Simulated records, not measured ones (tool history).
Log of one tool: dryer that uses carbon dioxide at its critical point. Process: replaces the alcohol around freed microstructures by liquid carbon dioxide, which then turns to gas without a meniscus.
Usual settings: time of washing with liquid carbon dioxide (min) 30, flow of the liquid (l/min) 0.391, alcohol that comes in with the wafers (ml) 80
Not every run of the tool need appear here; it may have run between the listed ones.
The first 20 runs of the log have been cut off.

run	hour	time of washing with liquid carbon dioxide (min)	flow of the liquid (l/min)	alcohol that comes in with the wafers (ml)	hours of work since the filter was changed	hours of work since the purifier's bed was changed	alcohol left in the vessel before it's heated (ppm by volume)
21	366.6	30	0.466	80	93	390	239
22	392.3	32	0.419	75	103	400	288
23	412.8	32	0.419	75	110	408	296
24	436.3	21	0.391	34	119	417	765
25	448.7	47	0.370	37	124	421	143
26	470.1	47	0.370	37	132	430	139
27	487.7	47	0.631	25	139	436	120
28	503.8	47	0.248	39	145	442	329
29	519.8	47	0.248	39	151	449	331
30	545.0	30	0.565	56	161	458	176
31	556.1	30	0.565	56	165	462	172
32	580.7	30	0.278	52	175	472	1194
33	593.4	38	0.391	96	179	477	294
34	607.0	29	0.279	50	185	482	1268
35	625.2	29	0.279	50	192	489	1354
36	646.3	25	0.391	72	200	497	986
37	668.5	25	0.391	72	208	505	999
38	684.7	19	0.391	80	214	511	2578
39	710.7	38	0.389	80	224	521	299

Below are 5 alternative next runs, each starting from the tool's condition after run 39. Predict each:
A	726.3	38	0.304	105	230	527	?
B	726.3	40	0.338	80	230	527	?
C	726.3	29	0.583	37	230	527	?
D	726.3	38	0.443	80	230	527	?
E	726.3	30	0.391	80	230	527	?

run	alcohol left in the vessel before it's heated (ppm by volume)
A	863
B	409
C	183
D	209
E	631
Take away the tool's hidden state, keep each run's random variation, and the runs would have read:
run	alcohol left in the vessel before it's heated (ppm by volume)
A	396
B	132
C	18
D	25
E	268
